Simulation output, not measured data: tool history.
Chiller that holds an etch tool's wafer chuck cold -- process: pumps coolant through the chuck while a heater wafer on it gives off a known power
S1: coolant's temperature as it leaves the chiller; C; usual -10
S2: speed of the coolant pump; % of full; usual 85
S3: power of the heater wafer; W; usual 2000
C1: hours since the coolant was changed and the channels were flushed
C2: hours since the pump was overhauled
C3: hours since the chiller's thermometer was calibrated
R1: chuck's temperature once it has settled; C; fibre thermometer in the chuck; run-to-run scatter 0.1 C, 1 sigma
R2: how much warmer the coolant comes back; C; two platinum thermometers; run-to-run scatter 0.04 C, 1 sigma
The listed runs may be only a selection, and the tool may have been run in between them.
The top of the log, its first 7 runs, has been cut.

Run 8, hour 1170.3: usual settings but S3 2174 W; C1 5654; C2 4118; C3 2155. Result: R1 5.2 C, R2 9.41 C.
At hour 1280.3: coolant changed, channels flushed.
Run 9, hour 1314.4: usual settings but S2 76 % of full; C1 34; C2 4256; C3 2293. Result: R1 5.4 C, R2 9.76 C.
Run 10, hour 1506.2: usual settings but S2 76 % of full; C1 226; C2 4448; C3 2485. Result: R1 5.2 C, R2 9.68 C.
Run 11, hour 1648.3: usual settings but S1 -13 C; C1 368; C2 4590; C3 2627. Result: R1 1.1 C, R2 8.61 C.
Run 12, hour 1830.2: usual settings but S1 -13 C; C1 550; C2 4772; C3 2809. Result: R1 1.0 C, R2 8.65 C.
Run 13, hour 2003.7: usual settings; C1 723; C2 4946; C3 2982. Result: R1 4.0 C, R2 8.61 C.
At hour 2065.8: chiller's thermometer calibrated.
Run 14, hour 2217.4: usual settings; C1 936; C2 5158; C3 152. Result: R1 4.0 C, R2 8.63 C.
Run 15, hour 2377.7: usual settings; C1 1096; C2 5319; C3 312. Result: R1 4.1 C, R2 8.65 C.
Run 16, hour 2547.5: usual settings but S2 66 % of full; C1 1266; C2 5488; C3 482. Result: R1 7.2 C, R2 11.14 C.
Run 17, hour 2642.2: usual settings but S2 71 % of full, S3 2440 W; C1 1361; C2 5583; C3 576. Result: R1 9.9 C, R2 12.61 C.
Run 18, hour 2825.0: usual settings but S1 0 C, S2 63 % of full, S3 1333 W; C1 1544; C2 5766; C3 759. Result: R1 12.0 C, R2 7.84 C.
Run 19, hour 3001.0: usual settings but S1 0 C, S2 63 % of full, S3 1333 W; C1 1720; C2 5942; C3 935. Result: R1 11.9 C, R2 7.76 C.
Run 20, hour 3100.6: usual settings but S1 0 C, S2 63 % of full, S3 1333 W; C1 1819; C2 6041; C3 1035. Result: R1 11.8 C, R2 7.84 C.
Run 21, hour 3325.8: usual settings but S1 -11 C, S2 68 % of full, S3 1039 W; C1 2044; C2 6267; C3 1260. Result: R1 -2.4 C, R2 5.61 C.
Run 22, hour 3497.2: usual settings but S1 -12 C, S2 74 % of full; C1 2216; C2 6438; C3 1431. Result: R1 3.6 C, R2 9.95 C.
Run 23, hour 3603.6: usual settings but S1 -18 C, S2 62 % of full, S3 1554 W; C1 2322; C2 6544; C3 1538. Result: R1 -4.0 C, R2 9.25 C.
Run 24, hour 3746.2: usual settings but S1 -18 C, S2 62 % of full, S3 1554 W; C1 2465; C2 6687; C3 1680. Result: R1 -3.9 C, R2 9.24 C.
Run 25, hour 3974.8: usual settings but S1 -16 C, S2 93 % of full; C1 2693; C2 6916; C3 1909. Result: R1 -2.9 C, R2 7.85 C.

Forecast run 26:
At hour 4164.6: coolant pump overhauled.
Run 26, hour 4164.6: usual settings but S1 -13 C, S2 77 % of full, S3 2716 W; C1 2878; C2 0; C3 2094. Result: R1 ?, R2 ?.

Logged for run 26: R1 7.8 C, R2 13.06 C.
Take away the tool's hidden state, keep the run-to-run variation as it was, and the same run would have given R1 7.7 C, R2 13.06 C.
